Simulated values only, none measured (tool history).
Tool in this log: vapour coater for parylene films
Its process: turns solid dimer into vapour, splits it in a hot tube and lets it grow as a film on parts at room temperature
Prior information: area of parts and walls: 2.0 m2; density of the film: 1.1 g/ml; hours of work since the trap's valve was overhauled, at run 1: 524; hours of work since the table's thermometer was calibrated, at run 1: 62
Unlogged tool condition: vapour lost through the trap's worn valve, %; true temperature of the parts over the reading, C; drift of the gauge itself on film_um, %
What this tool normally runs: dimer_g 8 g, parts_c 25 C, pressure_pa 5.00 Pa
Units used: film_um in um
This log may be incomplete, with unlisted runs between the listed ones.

run	hour	dimer_g	parts_c	pressure_pa	hours of work since the trap's valve was overhauled	hours of work since the table's thermometer was calibrated	film_um
1	0.0	8	25	5.00	524	62	2.60
2	40.2	8	25	5.00	546	84	2.56
3	78.2	8	25	5.00	566	104	2.58
4	109.7	8	25	2.20	583	121	2.80
# hour 132.7: trap's valve overhauled
5	155.0	8	25	2.20	12	143	3.16
6	187.8	4	25	5.00	29	160	1.44
7	226.0	4	25	3.27	50	180	1.50
8	259.9	4	25	3.27	68	198	1.50
9	291.5	4	25	3.27	84	215	1.49
10	326.9	4	25	3.27	103	234	1.48
11	371.3	4	25	3.27	127	257	1.46
12	394.7	11	25	3.27	139	270	4.06
13	422.7	11	25	3.27	154	285	4.03
14	460.5	8	25	11.12	174	305	2.52
15	505.0	8	25	11.12	198	329	2.52
16	533.2	8	25	11.12	213	344	2.51
17	575.9	5	25	11.12	235	366	1.55
18	606.0	9	25	5.00	251	382	3.14
19	630.5	9	25	5.00	264	395	3.09
20	667.7	8	25	2.45	284	415	2.99
21	693.1	8	25	2.45	298	428	2.98
22	722.8	5	25	5.00	313	444	1.69
23	762.3	7	25	5.00	334	465	2.40
24	783.5	10	25	2.26	346	476	3.73
25	828.9	4	24	5.00	370	501	1.41
26	858.5	9	21	9.62	386	516	3.07
27	892.8	9	21	9.62	404	535	3.07
28	930.7	9	21	9.62	424	555	3.06
29	952.4	9	21	9.62	435	566	3.01
30	995.4	8	24	2.61	458	589	2.92
31	1019.6	3	32	2.59	471	602	0.92
32	1053.9	6	22	3.23	489	620	2.23
33	1074.2	8	25	2.44	500	631	2.85
34	1111.5	6	34	2.61	520	651	1.73
35	1132.0	10	25	5.00	531	662	3.27
36	1162.9	7	21	3.95	547	678	2.54
37	1191.8	9	21	2.81	563	693	3.39
38	1228.3	6	21	2.81	582	713	2.26
# hour 1252.3: trap's valve overhauled
39	1256.0	6	21	2.81	2	725	2.58
40	1286.3	6	21	8.18	18	741	2.25
41	1308.5	5	21	8.18	30	753	1.90
42	1327.5	5	21	8.18	40	763	1.90
43	1371.3	8	30	5.00	63	787	2.59
44	1402.2	6	30	5.00	80	803	1.95
45	1428.3	6	30	2.03	94	817	2.18
46	1447.7	6	30	7.93	104	827	1.86

Some steps in film_um, run to run, broken into two amounts with sign: the step expected even without the hidden condition (settings, incoming material, random variation), and the rest, left for the hidden condition together with whatever gauge scatter is not in both the measured and the hidden-condition-free result:
Run 4 -> 5: trap's valve overhauled. film_um +0.36 um: hidden state +0.37, all else -0.01.
Run 11 -> 12: dimer_g 4 -> 11. film_um +2.60 um: hidden state -0.07, all else +2.67.
Run 24 -> 25: dimer_g 10 -> 4, parts_c 25 -> 24, pressure_pa 2.26 -> 5.00. film_um -2.32 um: hidden state +0.14, all else -2.46.
Run 30 -> 31: dimer_g 8 -> 3, parts_c 24 -> 32, pressure_pa 2.61 -> 2.59. film_um -2.00 um: hidden state +0.16, all else -2.16.
Run 38 -> 39: trap's valve overhauled. film_um +0.32 um: hidden state +0.32, all else +0.00.
